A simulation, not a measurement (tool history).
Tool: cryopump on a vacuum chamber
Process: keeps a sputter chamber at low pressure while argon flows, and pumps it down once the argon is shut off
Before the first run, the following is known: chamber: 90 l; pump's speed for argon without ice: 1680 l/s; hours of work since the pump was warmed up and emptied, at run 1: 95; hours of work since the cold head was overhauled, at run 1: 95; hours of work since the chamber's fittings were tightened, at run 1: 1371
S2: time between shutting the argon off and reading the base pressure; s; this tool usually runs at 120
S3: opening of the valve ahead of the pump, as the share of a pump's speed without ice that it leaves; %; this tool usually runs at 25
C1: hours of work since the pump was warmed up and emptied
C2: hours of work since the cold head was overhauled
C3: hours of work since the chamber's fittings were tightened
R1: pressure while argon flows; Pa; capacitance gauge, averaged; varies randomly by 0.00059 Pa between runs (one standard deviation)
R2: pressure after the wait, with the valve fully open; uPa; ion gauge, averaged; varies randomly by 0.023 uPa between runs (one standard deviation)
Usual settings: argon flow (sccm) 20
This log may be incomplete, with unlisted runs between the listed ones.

Run 1, hour 0: usual settings; C1 95; C2 95; C3 1371. Result: R1 0.0817 Pa, R2 1.39 uPa.
Run 2, hour 17.2: usual settings; C1 107; C2 107; C3 1382. Result: R1 0.0809 Pa, R2 1.39 uPa.
Run 3, hour 45.7: usual settings; C1 126; C2 126; C3 1402. Result: R1 0.0813 Pa, R2 1.39 uPa.
Run 4, hour 59.8: usual settings but argon flow (sccm) 19; C1 136; C2 136; C3 1411. Result: R1 0.0772 Pa, R2 1.34 uPa.
Run 5, hour 74.9: usual settings but argon flow (sccm) 19; C1 146; C2 146; C3 1421. Result: R1 0.077 Pa, R2 1.39 uPa.
Run 6, hour 98.9: usual settings but argon flow (sccm) 19; C1 162; C2 162; C3 1438. Result: R1 0.0784 Pa, R2 1.35 uPa.
Run 7, hour 114.4: usual settings but argon flow (sccm) 19; C1 173; C2 173; C3 1448. Result: R1 0.0787 Pa, R2 1.42 uPa.
Run 8, hour 141.6: usual settings but S2 223 s; C1 191; C2 191; C3 1466. Result: R1 0.0831 Pa, R2 1.12 uPa.
Run 9, hour 171.4: usual settings but argon flow (sccm) 10, S2 36 s, S3 33 %; C1 211; C2 211; C3 1487. Result: R1 0.0311 Pa, R2 2.95 uPa.
Run 10, hour 198.8: usual settings but argon flow (sccm) 25, S2 49 s, S3 33 %; C1 230; C2 230; C3 1505. Result: R1 0.0786 Pa, R2 2.4 uPa.
Run 11, hour 215.7: usual settings but argon flow (sccm) 25, S2 49 s, S3 33 %; C1 241; C2 241; C3 1517. Result: R1 0.0792 Pa, R2 2.44 uPa.
Run 12, hour 227.9: usual settings but argon flow (sccm) 25, S2 49 s, S3 33 %; C1 249; C2 249; C3 1525. Result: R1 0.0789 Pa, R2 2.45 uPa.
Run 13, hour 244.5: usual settings but argon flow (sccm) 37, S2 38 s, S3 37 %; C1 260; C2 260; C3 1536. Result: R1 0.1065 Pa, R2 2.95 uPa.
Run 14, hour 270.1: usual settings but argon flow (sccm) 37, S2 38 s, S3 37 %; C1 278; C2 278; C3 1553. Result: R1 0.1056 Pa, R2 2.84 uPa.
Run 15, hour 286.2: usual settings but argon flow (sccm) 11, S2 38 s, S3 37 %; C1 289; C2 289; C3 1564. Result: R1 0.0316 Pa, R2 2.81 uPa.

For run 16, what comes out?
Run 16, hour 305.5: usual settings but argon flow (sccm) 17; C1 302; C2 302; C3 1577. Result: R1 ?, R2 ?.

{"run 16": {"R1": 0.0712, "R2": 1.5}}
Were there no unlogged condition in the tool, this run, its random variation unchanged, would have produced R1 0.0685 Pa, R2 0.83 uPa.

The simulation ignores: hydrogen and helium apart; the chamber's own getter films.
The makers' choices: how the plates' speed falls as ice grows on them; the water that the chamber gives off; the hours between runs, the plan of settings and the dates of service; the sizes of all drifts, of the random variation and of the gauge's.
